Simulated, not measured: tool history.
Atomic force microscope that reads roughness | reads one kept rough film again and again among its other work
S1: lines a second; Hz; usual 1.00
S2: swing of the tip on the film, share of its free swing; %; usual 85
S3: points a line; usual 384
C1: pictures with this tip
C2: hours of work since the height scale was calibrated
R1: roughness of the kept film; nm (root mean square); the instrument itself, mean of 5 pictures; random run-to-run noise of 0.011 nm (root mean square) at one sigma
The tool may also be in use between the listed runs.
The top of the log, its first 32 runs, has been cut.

| run | hour | S1 | S2 | S3 | C1 | C2 | R1 |
|---|---|---|---|---|---|---|---|
| 33 | 297.1 | 3.54 | 72 | 984 | 56 | 196 | 2.448 |
| 34 | 307.9 | 3.54 | 72 | 984 | 70 | 201 | 2.472 |
| 35 | 321.0 | 2.26 | 72 | 855 | 86 | 208 | 2.511 |
| 36 | 331.2 | 2.26 | 72 | 855 | 99 | 212 | 2.554 |
| 37 | 341.1 | 1.00 | 64 | 490 | 111 | 217 | 2.645 |
|  | 344.4 | new tip fitted |
| 38 | 350.9 | 1.00 | 64 | 490 | 8 | 221 | 2.644 |
| 39 | 363.5 | 1.68 | 63 | 257 | 24 | 227 | 2.573 |
| 40 | 370.6 | 1.79 | 63 | 844 | 33 | 230 | 2.659 |
| 41 | 380.2 | 1.00 | 62 | 384 | 45 | 235 | 2.634 |
| 42 | 387.1 | 1.00 | 62 | 384 | 53 | 238 | 2.637 |
| 43 | 400.2 | 1.00 | 85 | 348 | 70 | 244 | 2.544 |
| 44 | 411.9 | 1.00 | 85 | 334 | 84 | 250 | 2.522 |
| 45 | 419.1 | 1.00 | 86 | 292 | 93 | 253 | 2.497 |
| 46 | 430.4 | 1.17 | 64 | 329 | 108 | 258 | 2.611 |
|  | 436.9 | new tip fitted |
| 47 | 437.5 | 0.89 | 57 | 384 | 1 | 261 | 2.675 |
| 48 | 447.4 | 2.97 | 56 | 723 | 13 | 266 | 2.638 |

3 options for the next run, each taken on its own from the tool as it stands now. Forecast them:
| A | 458.2 | 0.63 | 75 | 723 | 27 | 271 | ? |
| B | 458.2 | 0.77 | 59 | 351 | 27 | 271 | ? |
| C | 458.2 | 0.88 | 73 | 723 | 27 | 271 | ? |

| run | R1 |
|---|---|
| A | 2.658 |
| B | 2.647 |
| C | 2.636 |
With no hidden state in the tool, these same runs would have given:
| run | R1 |
|---|---|
| A | 2.662 |
| B | 2.651 |
| C | 2.640 |
